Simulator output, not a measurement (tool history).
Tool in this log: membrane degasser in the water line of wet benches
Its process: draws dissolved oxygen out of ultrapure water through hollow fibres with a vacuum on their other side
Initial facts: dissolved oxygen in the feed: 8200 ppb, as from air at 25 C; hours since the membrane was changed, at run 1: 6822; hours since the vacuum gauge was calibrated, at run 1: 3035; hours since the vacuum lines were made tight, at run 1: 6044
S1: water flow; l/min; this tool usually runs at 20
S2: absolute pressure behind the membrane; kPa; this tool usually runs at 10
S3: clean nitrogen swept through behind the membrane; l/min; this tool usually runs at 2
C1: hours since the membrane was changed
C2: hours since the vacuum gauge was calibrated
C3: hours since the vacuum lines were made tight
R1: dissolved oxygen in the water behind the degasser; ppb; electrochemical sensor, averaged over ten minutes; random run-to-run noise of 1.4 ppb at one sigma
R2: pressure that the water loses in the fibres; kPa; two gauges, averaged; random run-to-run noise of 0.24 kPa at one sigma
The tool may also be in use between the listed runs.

run,day,S1,S2,S3,C1,C2,C3,R1,R2
1,0,20,10,2,6822,3035,6044,172,62.14
2,7.679,20,10,2,7006,3219,6228,173.9,62.69
3,16.783,20,10,2,7225,3437,6447,175.7,62.72
4,25.858,20,10,2,7443,3655,6664,175.4,62.59
5,33.642,17,10,2,7630,3842,6851,144.8,53.44
6,37.683,17,10,2,7727,3939,6948,145.9,53
7,42.242,17,10,2,7836,4048,7058,145.1,52.89
8,47.262,17,10.9,2,7956,4169,7178,161.8,52.93
9,55.142,17,10.9,2,8146,4358,7367,163.5,52.65
10,63.396,16,7.2,2.61,8344,4556,7565,66.5,49.72
11,71.588,16,7.2,2.61,8540,4753,7762,66.6,50.23
12,81.083,16,7.2,2.61,8768,4981,7990,69.3,49.61
13,87.212,31,7.2,1.34,8915,5128,8137,247.5,96.15
14,93.304,27,21.5,4.37,9061,5274,8283,299.8,83.89
15,101.538,27,7.5,1.08,9259,5472,8481,263.1,83.64

Per-run results on a tool with no hidden state, each run keeping its own random variation:
Unlogged tool condition in this case: membrane still open, %; true pressure behind the membrane over the reading, kPa; air that leaks in behind the membrane, l/min; drift of the gauge itself on oxygen_ppb, %; drift of the gauge itself on loss_of_pressure_kpa, %.
run,R2
1,62.11
2,62.71
3,62.8
4,62.72
5,53.59
6,53.17
7,53.09
8,53.15
9,52.92
10,50.02
11,50.57
12,49.99
13,96.94
14,84.64
15,84.46
For R1, the value without the hidden state is never more than 0.2 ppb from the measured value.
